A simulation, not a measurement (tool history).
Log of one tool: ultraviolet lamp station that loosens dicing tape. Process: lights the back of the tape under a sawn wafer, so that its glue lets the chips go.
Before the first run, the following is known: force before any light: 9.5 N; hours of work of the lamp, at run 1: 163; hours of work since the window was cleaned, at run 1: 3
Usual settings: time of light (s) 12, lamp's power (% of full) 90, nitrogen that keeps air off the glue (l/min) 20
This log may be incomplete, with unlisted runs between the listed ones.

| run | hour | time of light (s) | lamp's power (% of full) | nitrogen that keeps air off the glue (l/min) | hours of work of the lamp | hours of work since the window was cleaned | force that peels the tape off (N) | light that reached the tape (mJ/cm²) |
|---|---|---|---|---|---|---|---|---|
| 1 | 0.0 | 12 | 90 | 20 | 163 | 3 | 0.214 | 311 |
| 2 | 50.7 | 12 | 90 | 20 | 193 | 34 | 0.199 | 312 |
| 3 | 102.5 | 12 | 90 | 20 | 225 | 66 | 0.214 | 308 |
| 4 | 137.3 | 12 | 90 | 20 | 246 | 87 | 0.207 | 307 |
| 5 | 194.3 | 12 | 99 | 20 | 281 | 121 | 0.161 | 337 |
| 6 | 230.0 | 12 | 99 | 20 | 303 | 143 | 0.170 | 339 |
| 7 | 287.1 | 12 | 99 | 20 | 337 | 178 | 0.166 | 341 |
| 8 | 333.5 | 12 | 99 | 20 | 366 | 206 | 0.162 | 338 |
| 9 | 360.2 | 12 | 99 | 20 | 382 | 222 | 0.162 | 341 |
|  | 377.3 | window cleaned of glue's vapour |
| 10 | 400.0 | 12 | 74 | 20 | 406 | 14 | 0.357 | 252 |
| 11 | 443.4 | 12 | 90 | 21 | 432 | 40 | 0.202 | 310 |
| 12 | 474.0 | 12 | 90 | 21 | 451 | 59 | 0.207 | 308 |
| 13 | 528.5 | 12 | 90 | 20 | 484 | 92 | 0.214 | 303 |
| 14 | 576.8 | 12 | 90 | 20 | 513 | 121 | 0.199 | 312 |
| 15 | 633.1 | 12 | 90 | 20 | 547 | 156 | 0.213 | 306 |
| 16 | 667.1 | 12 | 90 | 20 | 568 | 176 | 0.219 | 310 |
| 17 | 694.2 | 12 | 90 | 20 | 585 | 193 | 0.209 | 306 |
| 18 | 753.0 | 12 | 90 | 20 | 620 | 228 | 0.207 | 310 |

Run 19 comes next. What will it give?
|  | 759.5 | window cleaned of glue's vapour |
| 19 | 792.4 | 12 | 90 | 27 | 644 | 20 | ? | ? |

{"run 19": {"force that peels the tape off (N)": 0.164, "light that reached the tape (mJ/cm²)": 307}}
Without the tool's hidden state the same run would have given force that peels the tape off (N) 0.163, light that reached the tape (mJ/cm²) 307.
